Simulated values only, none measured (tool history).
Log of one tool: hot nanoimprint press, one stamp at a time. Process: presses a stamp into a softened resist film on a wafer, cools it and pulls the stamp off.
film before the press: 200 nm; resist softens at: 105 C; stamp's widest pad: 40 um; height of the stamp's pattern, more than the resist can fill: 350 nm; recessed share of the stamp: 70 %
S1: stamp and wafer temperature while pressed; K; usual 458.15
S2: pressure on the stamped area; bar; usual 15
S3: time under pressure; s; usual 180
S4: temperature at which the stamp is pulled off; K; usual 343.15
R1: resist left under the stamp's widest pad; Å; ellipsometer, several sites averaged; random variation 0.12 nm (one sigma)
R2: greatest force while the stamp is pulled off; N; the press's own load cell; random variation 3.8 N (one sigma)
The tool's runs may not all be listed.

{"run": 1, "day": 0.0, "S1": 458.15, "S2": 15, "S3": 180, "S4": 343.15, "R1": 1079, "R2": 228}
{"run": 2, "day": 0.767, "S1": 458.15, "S2": 15, "S3": 109, "S4": 343.15, "R1": 1251, "R2": 227}
{"run": 3, "day": 1.479, "S1": 458.15, "S2": 15, "S3": 180, "S4": 343.15, "R1": 1076, "R2": 221}
{"run": 4, "day": 1.796, "S1": 453.15, "S2": 15, "S3": 180, "S4": 343.15, "R1": 1212, "R2": 222}
{"run": 5, "day": 2.438, "S1": 454.15, "S2": 15, "S3": 180, "S4": 343.15, "R1": 1183, "R2": 224}
{"run": 6, "day": 2.958, "S1": 454.15, "S2": 15, "S3": 180, "S4": 343.15, "R1": 1182, "R2": 223}
{"run": 7, "day": 3.304, "S1": 454.15, "S2": 15, "S3": 180, "S4": 343.15, "R1": 1181, "R2": 226}
{"run": 8, "day": 3.967, "S1": 458.15, "S2": 15, "S3": 180, "S4": 343.15, "R1": 1072, "R2": 224}
{"run": 9, "day": 4.321, "S1": 458.15, "S2": 15, "S3": 239, "S4": 343.15, "R1": 976, "R2": 229}
{"run": 10, "day": 4.721, "S1": 458.15, "S2": 15, "S3": 239, "S4": 343.15, "R1": 976, "R2": 220}
{"run": 11, "day": 5.117, "S1": 458.15, "S2": 13.3, "S3": 180, "S4": 343.15, "R1": 1128, "R2": 219}
{"day": 5.558, "done": "stamp cleaned and given a new release coat"}
{"run": 12, "day": 5.967, "S1": 459.15, "S2": 13.3, "S3": 180, "S4": 343.15, "R1": 1102, "R2": 221}
{"run": 13, "day": 6.546, "S1": 458.15, "S2": 15, "S3": 180, "S4": 343.15, "R1": 1066, "R2": 219}
{"run": 14, "day": 7.15, "S1": 458.15, "S2": 15, "S3": 180, "S4": 343.15, "R1": 1065, "R2": 226}
{"run": 15, "day": 7.754, "S1": 456.15, "S2": 15, "S3": 180, "S4": 343.15, "R1": 1116, "R2": 226}

Forecast run 16:
{"run": 16, "day": 8.212, "S1": 456.15, "S2": 20.6, "S3": 180, "S4": 343.15, "R1": "?", "R2": "?"}

{"run 16": {"R1": 960, "R2": 227}}
Without the tool's hidden state the same run would have given R1 976 Å, R2 227 N.

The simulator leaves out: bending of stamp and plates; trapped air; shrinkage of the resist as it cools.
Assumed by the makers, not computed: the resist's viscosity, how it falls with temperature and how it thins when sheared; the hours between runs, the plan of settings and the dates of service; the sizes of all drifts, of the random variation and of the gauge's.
